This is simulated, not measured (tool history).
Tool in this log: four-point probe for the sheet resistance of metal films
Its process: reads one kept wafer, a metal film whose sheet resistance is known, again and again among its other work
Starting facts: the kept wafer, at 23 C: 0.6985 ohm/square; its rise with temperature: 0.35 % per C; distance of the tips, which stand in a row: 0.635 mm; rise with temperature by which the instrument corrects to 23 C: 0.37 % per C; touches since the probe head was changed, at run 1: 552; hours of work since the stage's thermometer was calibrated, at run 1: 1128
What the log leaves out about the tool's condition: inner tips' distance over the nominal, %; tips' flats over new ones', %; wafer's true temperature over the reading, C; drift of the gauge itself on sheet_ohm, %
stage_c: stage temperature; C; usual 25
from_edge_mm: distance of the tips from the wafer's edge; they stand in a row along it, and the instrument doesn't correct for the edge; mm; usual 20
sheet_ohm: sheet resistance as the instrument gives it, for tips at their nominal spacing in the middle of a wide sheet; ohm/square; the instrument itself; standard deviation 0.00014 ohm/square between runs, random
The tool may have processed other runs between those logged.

| run | hour | stage_c | from_edge_mm | touches since the probe head was changed | hours of work since the stage's thermometer was calibrated | sheet_ohm |
|---|---|---|---|---|---|---|
| 1 | 0.0 | 25 | 20 | 552 | 1128 | 0.694789 |
| 2 | 12.2 | 26 | 20 | 1040 | 1137 | 0.694627 |
| 3 | 20.1 | 34 | 20 | 1351 | 1143 | 0.693564 |
| 4 | 33.1 | 34 | 20 | 1870 | 1152 | 0.693656 |
| 5 | 44.4 | 33 | 20 | 2321 | 1161 | 0.693652 |
| 6 | 51.7 | 20 | 20 | 2612 | 1167 | 0.695253 |
| 7 | 64.8 | 20 | 20 | 3134 | 1176 | 0.695054 |
| 8 | 76.7 | 20 | 20 | 3606 | 1185 | 0.695043 |
| 9 | 84.7 | 20 | 20 | 3925 | 1191 | 0.695249 |
|  | 86.1 | stage's thermometer calibrated |
| 10 | 99.2 | 25 | 20 | 4484 | 10 | 0.694503 |
| 11 | 113.6 | 21 | 37 | 5057 | 21 | 0.694441 |
| 12 | 128.3 | 19 | 6 | 5643 | 32 | 0.699030 |
| 13 | 139.8 | 19 | 8 | 6104 | 41 | 0.697107 |
|  | 146.6 | stage's thermometer calibrated, once more |
| 14 | 151.4 | 22 | 36 | 6543 | 4 | 0.695609 |
| 15 | 164.0 | 24 | 20 | 7047 | 13 | 0.695543 |
| 16 | 171.2 | 24 | 32 | 7332 | 19 | 0.695178 |

Entry by entry between the runs, the difference in hidden state between the last listed run before and the first listed run after:
Between runs 9 and 10: stage's thermometer calibrated (hour 86.1)
  inner tips' distance over the nominal, %: -0.45 -> -0.447; tips' flats over new ones', %: 2 -> 3; wafer's true temperature over the reading, C: -0.22 -> -0.37
  measured minus no-state result, sheet_ohm: -0.003961 -> -0.004291 ohm/square
Between runs 13 and 14: stage's thermometer calibrated, once more (hour 146.6)
  inner tips' distance over the nominal, %: -0.438 -> -0.436; tips' flats over new ones', %: 3 -> 4; wafer's true temperature over the reading, C: -0.38 -> 0.01
  measured minus no-state result, sheet_ohm: -0.004271 -> -0.003269 ohm/square
